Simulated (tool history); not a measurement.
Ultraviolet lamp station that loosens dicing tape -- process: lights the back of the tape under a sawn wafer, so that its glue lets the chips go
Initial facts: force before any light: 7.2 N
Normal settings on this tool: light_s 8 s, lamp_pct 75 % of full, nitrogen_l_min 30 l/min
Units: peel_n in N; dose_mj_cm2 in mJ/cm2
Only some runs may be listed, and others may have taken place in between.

run	hour	light_s	lamp_pct	nitrogen_l_min	peel_n	dose_mj_cm2
1	0.0	8	75	30	0.375	211
2	14.2	8	75	25	0.384	209
3	43.2	8	75	25	0.411	212
4	62.5	8	75	25	0.405	208
5	74.9	8	75	25	0.387	207
6	101.5	8	75	25	0.402	203
7	123.8	8	75	30	0.371	204
8	140.4	6	75	30	0.631	154
9	170.2	6	75	30	0.631	149
10	192.6	11	81	58	0.256	296
11	209.3	8	72	30	0.426	191
12	233.5	8	75	21	0.475	203
13	257.1	6	67	15	1.074	132
14	279.5	6	67	15	1.080	132
15	295.9	6	67	15	1.090	129

Some steps in peel_n, run to run, broken into two amounts with sign: the step expected even without the hidden condition (settings, incoming material, random variation), and the rest, left for the hidden condition together with whatever gauge scatter is not in both the measured and the hidden-condition-free result:
What the log doesn't record here: lamp's light, % of a new lamp's; light that the window lets through, % of a clean one's; drift of the gauge itself on peel_n, %; drift of the gauge itself on dose_mj_cm2, %.
Run 12 -> 13: light_s 8 -> 6, lamp_pct 75 -> 67, nitrogen_l_min 21 -> 15. peel_n +0.599 N: hidden state +0.191, all else +0.408.
